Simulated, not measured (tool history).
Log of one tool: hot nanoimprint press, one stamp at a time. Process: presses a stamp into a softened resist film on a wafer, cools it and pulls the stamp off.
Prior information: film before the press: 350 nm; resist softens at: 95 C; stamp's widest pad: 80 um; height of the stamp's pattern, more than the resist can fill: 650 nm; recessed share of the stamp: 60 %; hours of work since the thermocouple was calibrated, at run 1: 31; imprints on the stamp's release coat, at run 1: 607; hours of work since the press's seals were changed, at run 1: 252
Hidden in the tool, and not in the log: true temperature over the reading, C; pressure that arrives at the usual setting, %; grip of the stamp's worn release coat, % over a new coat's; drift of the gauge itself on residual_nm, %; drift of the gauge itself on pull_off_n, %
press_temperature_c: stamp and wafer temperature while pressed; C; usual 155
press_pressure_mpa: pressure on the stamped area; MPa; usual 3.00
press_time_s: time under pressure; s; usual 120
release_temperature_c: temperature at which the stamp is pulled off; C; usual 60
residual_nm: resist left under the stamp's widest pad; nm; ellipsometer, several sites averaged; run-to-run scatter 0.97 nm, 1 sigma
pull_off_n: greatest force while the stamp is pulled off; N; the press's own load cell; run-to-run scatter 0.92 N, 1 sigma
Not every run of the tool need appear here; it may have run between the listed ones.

| run | hour | press_temperature_c | press_pressure_mpa | press_time_s | release_temperature_c | hours of work since the thermocouple was calibrated | imprints on the stamp's release coat | hours of work since the press's seals were changed | residual_nm | pull_off_n |
|---|---|---|---|---|---|---|---|---|---|---|
| 1 | 0.0 | 155 | 3.00 | 120 | 60 | 31 | 607 | 252 | 139.1 | 178.9 |
| 2 | 7.5 | 155 | 3.00 | 120 | 60 | 35 | 621 | 257 | 139.7 | 179.4 |
| 3 | 19.4 | 155 | 2.70 | 120 | 60 | 41 | 643 | 263 | 145.1 | 179.1 |
| 4 | 27.9 | 161 | 3.00 | 120 | 60 | 46 | 659 | 268 | 95.7 | 179.9 |
| 5 | 41.4 | 161 | 3.00 | 197 | 60 | 54 | 684 | 275 | 74.2 | 179.2 |
| 6 | 55.3 | 161 | 3.00 | 197 | 60 | 61 | 710 | 283 | 74.2 | 180.4 |
| 7 | 68.2 | 155 | 3.00 | 120 | 60 | 68 | 735 | 290 | 138.7 | 181.6 |
| 8 | 75.2 | 155 | 3.00 | 120 | 59 | 72 | 748 | 294 | 137.7 | 185.3 |
| 9 | 82.4 | 159 | 3.00 | 120 | 60 | 76 | 761 | 298 | 107.3 | 181.6 |
| 10 | 94.5 | 159 | 3.00 | 120 | 60 | 83 | 784 | 305 | 106.1 | 182.6 |
| 11 | 104.0 | 159 | 3.00 | 120 | 60 | 88 | 802 | 310 | 106.7 | 182.4 |
| 12 | 112.6 | 159 | 4.25 | 120 | 60 | 93 | 818 | 315 | 91.7 | 181.9 |
| 13 | 121.6 | 155 | 3.00 | 120 | 60 | 98 | 835 | 320 | 135.9 | 181.8 |
| 14 | 129.4 | 155 | 3.00 | 120 | 60 | 102 | 849 | 324 | 137.6 | 180.7 |
| 15 | 137.9 | 155 | 3.00 | 120 | 60 | 107 | 865 | 329 | 136.8 | 182.6 |
| 16 | 151.7 | 155 | 3.00 | 120 | 60 | 115 | 891 | 336 | 135.4 | 180.5 |
| 17 | 162.2 | 155 | 3.00 | 120 | 60 | 120 | 911 | 342 | 136.0 | 182.2 |
| 18 | 172.8 | 164 | 4.60 | 130 | 60 | 126 | 931 | 348 | 59.1 | 183.2 |
| 19 | 186.9 | 148 | 3.00 | 114 | 52 | 134 | 957 | 356 | 211.9 | 208.5 |
| 20 | 194.7 | 148 | 3.00 | 114 | 52 | 138 | 972 | 360 | 210.8 | 210.9 |
| 21 | 204.3 | 159 | 3.00 | 84 | 68 | 144 | 990 | 366 | 121.6 | 155.3 |
| 22 | 214.0 | 153 | 3.00 | 120 | 60 | 149 | 1008 | 371 | 152.4 | 182.9 |
| 23 | 224.0 | 153 | 3.00 | 94 | 57 | 155 | 1027 | 377 | 167.6 | 192.9 |
| 24 | 232.0 | 156 | 3.00 | 72 | 62 | 159 | 1042 | 381 | 156.0 | 177.2 |
| 25 | 243.7 | 155 | 2.17 | 120 | 60 | 166 | 1064 | 387 | 153.9 | 184.1 |
| 26 | 252.4 | 155 | 2.17 | 120 | 60 | 170 | 1080 | 392 | 153.7 | 186.1 |
| 27 | 261.0 | 153 | 3.00 | 120 | 60 | 175 | 1096 | 397 | 152.7 | 184.7 |
| 28 | 270.3 | 155 | 2.60 | 75 | 65 | 180 | 1114 | 402 | 172.6 | 170.4 |
| 29 | 278.7 | 155 | 2.60 | 64 | 62 | 185 | 1130 | 407 | 179.5 | 177.3 |

Below, some changes in residual_nm between adjacent runs. For each, the amount present without the hidden state too (settings, incoming material, random variation) and the amount remaining for the hidden state with gauge scatter not shared by both compared results:
Run 17 -> 18: press_temperature_c 155 -> 164, press_pressure_mpa 3.00 -> 4.60, press_time_s 120 -> 130. residual_nm -76.9 nm: hidden state +1.9, all else -78.8.
Run 18 -> 19: press_temperature_c 164 -> 148, press_pressure_mpa 4.60 -> 3.00, press_time_s 130 -> 114, release_temperature_c 60 -> 52. residual_nm +152.8 nm: hidden state -3.7, all else +156.5.
Run 20 -> 21: press_temperature_c 148 -> 159, press_time_s 114 -> 84, release_temperature_c 52 -> 68. residual_nm -89.2 nm: hidden state +1.6, all else -90.8.

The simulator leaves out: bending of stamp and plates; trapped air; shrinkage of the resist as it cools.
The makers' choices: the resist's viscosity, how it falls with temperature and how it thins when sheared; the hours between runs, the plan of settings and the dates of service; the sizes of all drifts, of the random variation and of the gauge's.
